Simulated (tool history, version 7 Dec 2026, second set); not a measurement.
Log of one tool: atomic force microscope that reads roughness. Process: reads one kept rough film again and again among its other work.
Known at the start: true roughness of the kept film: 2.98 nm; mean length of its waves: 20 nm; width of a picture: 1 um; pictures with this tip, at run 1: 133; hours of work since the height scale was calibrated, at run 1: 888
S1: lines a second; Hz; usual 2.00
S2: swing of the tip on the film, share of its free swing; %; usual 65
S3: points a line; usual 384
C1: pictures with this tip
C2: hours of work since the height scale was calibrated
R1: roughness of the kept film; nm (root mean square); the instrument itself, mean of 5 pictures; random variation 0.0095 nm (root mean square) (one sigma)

run     day    S1  S2   S3   C1    C2     R1
  1   0.000  2.00  65  384  133   888  1.782
      1.325  -- new tip fitted
  2   1.583  2.00  65  384   10   907  2.078
  3   3.483  2.00  65  384   88   932  1.867
  4   4.979  2.00  65  303  148   951  1.729
      5.938  -- new tip fitted
  5   7.012  2.00  65  303   43   976  1.932
  6   7.900  2.00  65  384   79   987  1.846
  7   9.079  2.00  65  384  127  1002  1.748
     10.471  -- new tip fitted
  8  10.471  2.00  65  384    0  1020  2.120
  9  11.950  2.00  65  673   60  1039  1.992
 10  13.396  2.00  65  673  119  1057  1.861
 11  14.479  2.00  65  673  163  1071  1.765
     15.108  -- new tip fitted
 12  15.575  2.00  65  384   19  1084  2.060
 13  16.583  2.00  65  422   60  1097  1.959
 14  17.621  2.00  65  422  102  1110  1.876
 15  18.888  2.00  65  422  154  1126  1.777
     19.625  -- new tip fitted
 16  20.904  2.00  65  559   52  1152  1.966
 17  21.854  2.00  65  559   91  1164  1.866
 18  23.667  0.76  65  384  165  1187  1.756
     24.183  -- new tip fitted
 19  24.825  2.00  65  727   26  1201  2.053
 20  26.171  2.00  65  727   81  1218  1.930
 21  27.604  2.00  65  727  139  1237  1.811
     28.775  -- new tip fitted
 22  29.162  2.00  68  384   16  1256  2.010
 23  31.183  2.00  65  384   98  1282  1.841
 24  32.696  0.85  65  384  159  1301  1.758
     33.383  -- new tip fitted
 25  34.629  0.85  65  384   51  1325  1.985
 26  35.958  2.00  65  384  105  1342  1.832
 27  37.567  2.00  65  384  171  1363  1.681
     37.946  -- new tip fitted
 28  38.625  1.55  62  863   28  1376  2.069
 29  39.788  1.51  67  782   75  1391  1.941
 30  41.550  2.26  84  384  147  1413  1.554
     42.504  -- new tip fitted
 31  43.100  2.26  71  412   24  1432  1.974
 32  44.162  2.26  71  412   67  1446  1.885
 33  45.300  2.26  71  412  114  1460  1.778
 34  46.879  0.63  67  465  178  1480  1.766
     47.071  -- new tip fitted
 35  47.992  1.21  80  390   37  1494  1.934
 36  49.417  1.21  80  282   95  1512  1.770
 37  51.025  0.60  80  289  161  1533  1.713
     51.171  -- height scale calibrated on a step standard
     51.712  -- new tip fitted
 38  52.179  2.68  65  356   19    12  1.986
 39  53.829  3.70  65  384   86    33  1.782
 40  54.996  0.62  89  352  134    48  1.742
     55.979  -- height scale calibrated on a step standard, once more
 41  55.979  3.64  78  947  172     0  1.521
     56.400  -- new tip fitted
 42  57.229  2.25  75  322   34    16  1.932
 43  58.433  2.25  75  322   83    31  1.782
 44  59.546  2.25  75  322  129    45  1.696
 45  60.450  2.25  75  322  165    57  1.637
     61.025  -- new tip fitted
 46  61.333  2.25  75  322   12    67  1.993
 47  62.762  2.25  64  311   71    86  1.913
 48  64.175  2.00  63  748  128   104  1.828
 49  65.379  0.61  65  401  177   119  1.793
     65.558  -- new tip fitted
 50  67.067  0.50  65  694   62   140  2.088
 51  68.571  0.50  65  312  123   159  1.890
     70.138  -- new tip fitted
 52  70.525  0.50  65  312   16   184  2.159
 53  72.425  0.88  74  312   93   208  1.905

Hidden state at the last listed run before each entry between runs and at the first one after, where it differs:
Between runs 1 and 2: new tip fitted (day 1.325)
  radius of the tip, nm: 18.7 -> 11.1; height scale over the true one, %: -0.93 -> -0.95
  measured less the result without the state, R1: -0.371 -> -0.073 nm (root mean square)
Between runs 4 and 5: new tip fitted (day 5.938)
  radius of the tip, nm: 19.7 -> 14.1; height scale over the true one, %: -0.99 -> -1.02
  measured less the result without the state, R1: -0.404 -> -0.204 nm (root mean square)
Between runs 7 and 8: new tip fitted (day 10.471)
  radius of the tip, nm: 19.1 -> 10.2; height scale over the true one, %: -1.05 -> -1.07
  measured less the result without the state, R1: -0.384 -> -0.031 nm (root mean square)
Between runs 11 and 12: new tip fitted (day 15.108)
  radius of the tip, nm: 19.8 -> 11.2; height scale over the true one, %: -1.12 -> -1.14
  measured less the result without the state, R1: -0.414 -> -0.082 nm (root mean square)
Between runs 15 and 16: new tip fitted (day 19.625)
  radius of the tip, nm: 18.8 -> 14; height scale over the true one, %: -1.18 -> -1.21
  measured less the result without the state, R1: -0.381 -> -0.204 nm (root mean square)
Between runs 18 and 19: new tip fitted (day 24.183)
  radius of the tip, nm: 20.6 -> 11.7; height scale over the true one, %: -1.24 -> -1.26
  measured less the result without the state, R1: -0.449 -> -0.106 nm (root mean square)
Between runs 21 and 22: new tip fitted (day 28.775)
  radius of the tip, nm: 18.3 -> 11.8; height scale over the true one, %: -1.29 -> -1.31
  measured less the result without the state, R1: -0.368 -> -0.110 nm (root mean square)
Between runs 24 and 25: new tip fitted (day 33.383)
  radius of the tip, nm: 20.3 -> 14.2; height scale over the true one, %: -1.36 -> -1.39
  measured less the result without the state, R1: -0.441 -> -0.219 nm (root mean square)
Between runs 27 and 28: new tip fitted (day 37.946)
  radius of the tip, nm: 21.2 -> 12; height scale over the true one, %: -1.43 -> -1.44
  measured less the result without the state, R1: -0.458 -> -0.124 nm (root mean square)
Between runs 30 and 31: new tip fitted (day 42.504)
  radius of the tip, nm: 19.5 -> 11.6; height scale over the true one, %: -1.48 -> -1.5
  measured less the result without the state, R1: -0.364 -> -0.105 nm (root mean square)
Between runs 34 and 35: new tip fitted (day 47.071)
  radius of the tip, nm: 20.9 -> 13.2; height scale over the true one, %: -1.56 -> -1.57
  measured less the result without the state, R1: -0.471 -> -0.173 nm (root mean square)
Between runs 37 and 38: height scale calibrated on a step standard (day 51.171); new tip fitted (day 51.712)
  radius of the tip, nm: 20.4 -> 11.5; height scale over the true one, %: -1.61 -> -2.48
  measured less the result without the state, R1: -0.442 -> -0.121 nm (root mean square)
Between runs 40 and 41: height scale calibrated on a step standard, once more (day 55.979)
  radius of the tip, nm: 18.4 -> 20.7; height scale over the true one, %: -2.52 -> 0.08
  measured less the result without the state, R1: -0.388 -> -0.368 nm (root mean square)
Between runs 41 and 42: new tip fitted (day 56.400)
  radius of the tip, nm: 20.7 -> 12.3; height scale over the true one, %: 0.08 -> 0.06
  measured less the result without the state, R1: -0.368 -> -0.099 nm (root mean square)
Between runs 45 and 46: new tip fitted (day 61.025)
  radius of the tip, nm: 20.2 -> 11; height scale over the true one, %: 0.02 -> 0.01
  measured less the result without the state, R1: -0.382 -> -0.046 nm (root mean square)
Between runs 49 and 50: new tip fitted (day 65.558)
  radius of the tip, nm: 20.9 -> 13.5; height scale over the true one, %: -0.05 -> -0.07
  measured less the result without the state, R1: -0.445 -> -0.170 nm (root mean square)
Between runs 51 and 52: new tip fitted (day 70.138)
  radius of the tip, nm: 17.3 -> 10.9; height scale over the true one, %: -0.09 -> -0.11
  measured less the result without the state, R1: -0.313 -> -0.048 nm (root mean square)
